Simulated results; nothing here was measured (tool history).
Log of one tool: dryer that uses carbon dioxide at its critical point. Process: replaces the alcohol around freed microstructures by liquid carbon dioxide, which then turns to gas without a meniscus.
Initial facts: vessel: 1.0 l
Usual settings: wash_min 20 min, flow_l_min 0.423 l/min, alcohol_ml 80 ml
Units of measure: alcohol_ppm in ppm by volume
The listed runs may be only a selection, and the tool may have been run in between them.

run	day	wash_min	flow_l_min	alcohol_ml	alcohol_ppm
1	0.000	20	0.423	80	110
2	0.921	20	0.423	80	124
3	2.012	20	0.423	80	123
4	3.025	20	0.423	80	135
5	3.975	20	0.423	80	123
6	4.462	20	0.423	80	137
7	5.300	20	0.423	80	129
# day 6.029: purifier's bed changed
8	6.333	20	0.423	80	55
9	7.196	13	0.423	80	726
10	8.288	20	0.423	80	69
11	9.329	20	0.423	80	69
12	10.362	20	0.423	80	66
13	11.029	20	0.423	80	69
14	12.171	20	0.423	80	89
15	13.321	20	0.423	33	39
16	14.388	20	0.423	33	47
17	15.258	20	0.423	80	81
18	16.371	20	0.423	80	98
19	16.933	20	0.423	80	96
20	17.625	20	0.423	80	93
21	18.475	20	0.397	80	143
22	19.383	20	0.397	80	141
23	19.875	20	0.423	80	108
24	20.662	15	0.414	24	189
25	21.621	15	0.414	24	193
26	22.525	30	0.385	50	31
27	23.604	18	0.482	89	112
28	24.546	26	0.362	80	81
29	25.575	14	0.423	80	756
30	26.571	14	0.423	80	756
31	27.504	14	0.423	80	761
32	28.350	19	0.547	23	36
33	29.038	14	0.686	54	79
34	29.921	27	0.516	80	47
35	30.646	27	0.663	80	39
36	31.421	20	0.355	113	495
37	32.367	20	0.355	113	529
38	33.229	16	0.449	87	374
39	33.850	17	0.579	30	61
40	34.317	23	0.423	68	83
41	35.242	23	0.399	69	114
42	36.317	24	0.321	69	254
43	37.354	12	0.584	28	187
44	38.092	12	0.465	38	617
45	38.762	20	0.600	60	61
46	39.629	20	0.600	60	57

Forecast each of these 4 alternatives for the next run:
A	40.254	20	0.290	107	?
B	40.254	13	0.576	33	?
C	40.254	30	0.320	73	?
D	40.254	20	0.280	37	?

run	alcohol_ppm
A	1493
B	173
C	118
D	648
Without the tool's unlogged condition, the same runs would have read:
run	alcohol_ppm
A	658
B	47
C	27
D	285
